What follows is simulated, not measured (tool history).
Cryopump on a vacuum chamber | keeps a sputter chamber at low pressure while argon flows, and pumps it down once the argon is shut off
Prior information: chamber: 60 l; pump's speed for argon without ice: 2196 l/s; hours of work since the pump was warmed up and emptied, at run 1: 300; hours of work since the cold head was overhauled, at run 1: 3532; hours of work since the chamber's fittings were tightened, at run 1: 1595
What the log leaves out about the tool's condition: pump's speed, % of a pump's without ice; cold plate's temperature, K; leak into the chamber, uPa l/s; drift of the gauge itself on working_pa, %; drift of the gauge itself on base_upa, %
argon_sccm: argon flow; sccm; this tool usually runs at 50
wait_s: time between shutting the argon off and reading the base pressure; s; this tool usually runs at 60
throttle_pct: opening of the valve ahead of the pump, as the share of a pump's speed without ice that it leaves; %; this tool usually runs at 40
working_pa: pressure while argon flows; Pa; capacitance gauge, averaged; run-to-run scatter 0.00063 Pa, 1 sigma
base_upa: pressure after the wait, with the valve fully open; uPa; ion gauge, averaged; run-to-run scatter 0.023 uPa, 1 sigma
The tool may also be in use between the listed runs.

run	hour	argon_sccm	wait_s	throttle_pct	hours of work since the pump was warmed up and emptied	hours of work since the cold head was overhauled	hours of work since the chamber's fittings were tightened	working_pa	base_upa
1	0	50	60	40	300	3532	1595	0.1045	2.16
2	91.8	50	60	40	360	3592	1655	0.106	2.28
3	187.8	50	60	40	423	3655	1718	0.1076	2.45
4	244.1	50	60	40	459	3692	1755	0.1084	2.47
5	303.2	50	60	40	498	3730	1793	0.1107	2.6
6	370	50	60	40	542	3774	1837	0.1114	2.55
# hour 437.4: pump warmed up, emptied and cooled again
7	467.6	50	60	40	20	3835	1897	0.0985	2.29
8	565.6	50	37	40	84	3899	1961	0.0995	2.71
9	630.7	43	60	40	126	3941	2004	0.0867	2.34
10	755.4	36	57	36	208	4023	2085	0.0806	2.51
# hour 848: leaking fittings of the chamber tightened, without venting
11	881.5	70	60	25	289	4104	22	0.2271	0.84
12	993.6	74	60	49	362	4177	95	0.1306	0.85
13	1119.1	74	60	49	444	4259	177	0.1347	0.99
14	1182.7	52	136	25	485	4300	219	0.1726	0.64
15	1266	50	184	30	540	4355	273	0.1423	0.72
16	1324.5	50	184	30	578	4393	311	0.1439	0.78
# hour 1338.3: pump warmed up, emptied and cooled again
17	1415.2	50	184	30	50	4449	367	0.1311	0.69

Below are 3 alternative next runs, each starting from the tool's condition after run 17. Predict each:
A	1530.3	20	60	42	125	4524	442	?	?
B	1530.3	33	184	30	125	4524	442	?	?
C	1530.3	50	60	37	125	4524	442	?	?

run	working_pa	base_upa
A	0.0377	1.14
B	0.0886	0.75
C	0.1086	1.19
Without the tool's unlogged condition, the same runs would have read:
run	working_pa	base_upa
A	0.0358	0.73
B	0.0855	0.34
C	0.1039	0.77

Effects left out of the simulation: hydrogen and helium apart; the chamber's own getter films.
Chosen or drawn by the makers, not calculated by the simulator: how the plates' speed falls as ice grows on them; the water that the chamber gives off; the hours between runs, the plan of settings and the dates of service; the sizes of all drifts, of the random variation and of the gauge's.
